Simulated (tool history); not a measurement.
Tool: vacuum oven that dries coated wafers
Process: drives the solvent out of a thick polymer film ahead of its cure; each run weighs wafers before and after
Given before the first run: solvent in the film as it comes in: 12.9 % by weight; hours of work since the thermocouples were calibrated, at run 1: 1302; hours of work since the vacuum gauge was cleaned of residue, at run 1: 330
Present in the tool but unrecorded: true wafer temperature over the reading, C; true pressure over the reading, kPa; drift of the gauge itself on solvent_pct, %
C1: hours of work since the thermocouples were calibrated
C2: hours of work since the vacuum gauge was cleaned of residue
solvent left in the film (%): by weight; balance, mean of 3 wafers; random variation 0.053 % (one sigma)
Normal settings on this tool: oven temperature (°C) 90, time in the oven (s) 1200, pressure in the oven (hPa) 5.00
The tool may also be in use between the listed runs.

{"run": 1, "hour": 0.0, "oven temperature (°C)": 90, "time in the oven (s)": 1200, "pressure in the oven (hPa)": 5.0, "C1": 1302, "C2": 330, "solvent left in the film (%)": 1.86}
{"run": 2, "hour": 8.7, "oven temperature (°C)": 90, "time in the oven (s)": 1200, "pressure in the oven (hPa)": 5.0, "C1": 1306, "C2": 334, "solvent left in the film (%)": 1.87}
{"run": 3, "hour": 16.8, "oven temperature (°C)": 90, "time in the oven (s)": 1200, "pressure in the oven (hPa)": 5.0, "C1": 1310, "C2": 337, "solvent left in the film (%)": 1.68}
{"run": 4, "hour": 34.2, "oven temperature (°C)": 90, "time in the oven (s)": 1200, "pressure in the oven (hPa)": 5.0, "C1": 1318, "C2": 345, "solvent left in the film (%)": 1.7}
{"run": 5, "hour": 45.9, "oven temperature (°C)": 90, "time in the oven (s)": 1200, "pressure in the oven (hPa)": 5.0, "C1": 1324, "C2": 351, "solvent left in the film (%)": 1.74}
{"run": 6, "hour": 58.3, "oven temperature (°C)": 90, "time in the oven (s)": 1200, "pressure in the oven (hPa)": 5.0, "C1": 1329, "C2": 357, "solvent left in the film (%)": 1.71}
{"run": 7, "hour": 73.1, "oven temperature (°C)": 84, "time in the oven (s)": 1200, "pressure in the oven (hPa)": 5.0, "C1": 1336, "C2": 363, "solvent left in the film (%)": 2.99}
{"run": 8, "hour": 81.3, "oven temperature (°C)": 84, "time in the oven (s)": 1200, "pressure in the oven (hPa)": 5.0, "C1": 1340, "C2": 367, "solvent left in the film (%)": 2.95}
{"run": 9, "hour": 91.6, "oven temperature (°C)": 79, "time in the oven (s)": 840, "pressure in the oven (hPa)": 11.01, "C1": 1345, "C2": 372, "solvent left in the film (%)": 5.7}
{"run": 10, "hour": 104.2, "oven temperature (°C)": 87, "time in the oven (s)": 840, "pressure in the oven (hPa)": 11.01, "C1": 1350, "C2": 378, "solvent left in the film (%)": 3.76}
{"run": 11, "hour": 116.9, "oven temperature (°C)": 103, "time in the oven (s)": 1320, "pressure in the oven (hPa)": 11.01, "C1": 1356, "C2": 384, "solvent left in the film (%)": 0.34}
{"run": 12, "hour": 125.9, "oven temperature (°C)": 92, "time in the oven (s)": 960, "pressure in the oven (hPa)": 6.08, "C1": 1360, "C2": 388, "solvent left in the film (%)": 2.02}
{"run": 13, "hour": 140.9, "oven temperature (°C)": 93, "time in the oven (s)": 1200, "pressure in the oven (hPa)": 9.08, "C1": 1367, "C2": 395, "solvent left in the film (%)": 1.38}
{"run": 14, "hour": 155.0, "oven temperature (°C)": 75, "time in the oven (s)": 900, "pressure in the oven (hPa)": 9.08, "C1": 1374, "C2": 401, "solvent left in the film (%)": 6.26}
{"run": 15, "hour": 171.2, "oven temperature (°C)": 75, "time in the oven (s)": 900, "pressure in the oven (hPa)": 9.08, "C1": 1381, "C2": 409, "solvent left in the film (%)": 6.07}

Below are 5 alternative next runs, each starting from the tool's condition after run 15. Predict each:
{"run": "A", "hour": 182.8, "oven temperature (°C)": 99, "time in the oven (s)": 1980, "pressure in the oven (hPa)": 3.31, "C1": 1387, "C2": 414, "solvent left in the film (%)": "?"}
{"run": "B", "hour": 182.8, "oven temperature (°C)": 75, "time in the oven (s)": 900, "pressure in the oven (hPa)": 9.68, "C1": 1387, "C2": 414, "solvent left in the film (%)": "?"}
{"run": "C", "hour": 182.8, "oven temperature (°C)": 93, "time in the oven (s)": 900, "pressure in the oven (hPa)": 9.08, "C1": 1387, "C2": 414, "solvent left in the film (%)": "?"}
{"run": "D", "hour": 182.8, "oven temperature (°C)": 75, "time in the oven (s)": 780, "pressure in the oven (hPa)": 7.28, "C1": 1387, "C2": 414, "solvent left in the film (%)": "?"}
{"run": "E", "hour": 182.8, "oven temperature (°C)": 78, "time in the oven (s)": 780, "pressure in the oven (hPa)": 17.03, "C1": 1387, "C2": 414, "solvent left in the film (%)": "?"}

run=A solvent_left_in_the_film_(%)=0.05
run=B solvent_left_in_the_film_(%)=6.19
run=C solvent_left_in_the_film_(%)=2.09
run=D solvent_left_in_the_film_(%)=6.60
run=E solvent_left_in_the_film_(%)=6.19
Stripped of hidden state, with their random variation kept, the same runs would have yielded:
run=A solvent_left_in_the_film_(%)=0.05
run=B solvent_left_in_the_film_(%)=6.23
run=C solvent_left_in_the_film_(%)=2.12
run=D solvent_left_in_the_film_(%)=6.63
run=E solvent_left_in_the_film_(%)=6.22

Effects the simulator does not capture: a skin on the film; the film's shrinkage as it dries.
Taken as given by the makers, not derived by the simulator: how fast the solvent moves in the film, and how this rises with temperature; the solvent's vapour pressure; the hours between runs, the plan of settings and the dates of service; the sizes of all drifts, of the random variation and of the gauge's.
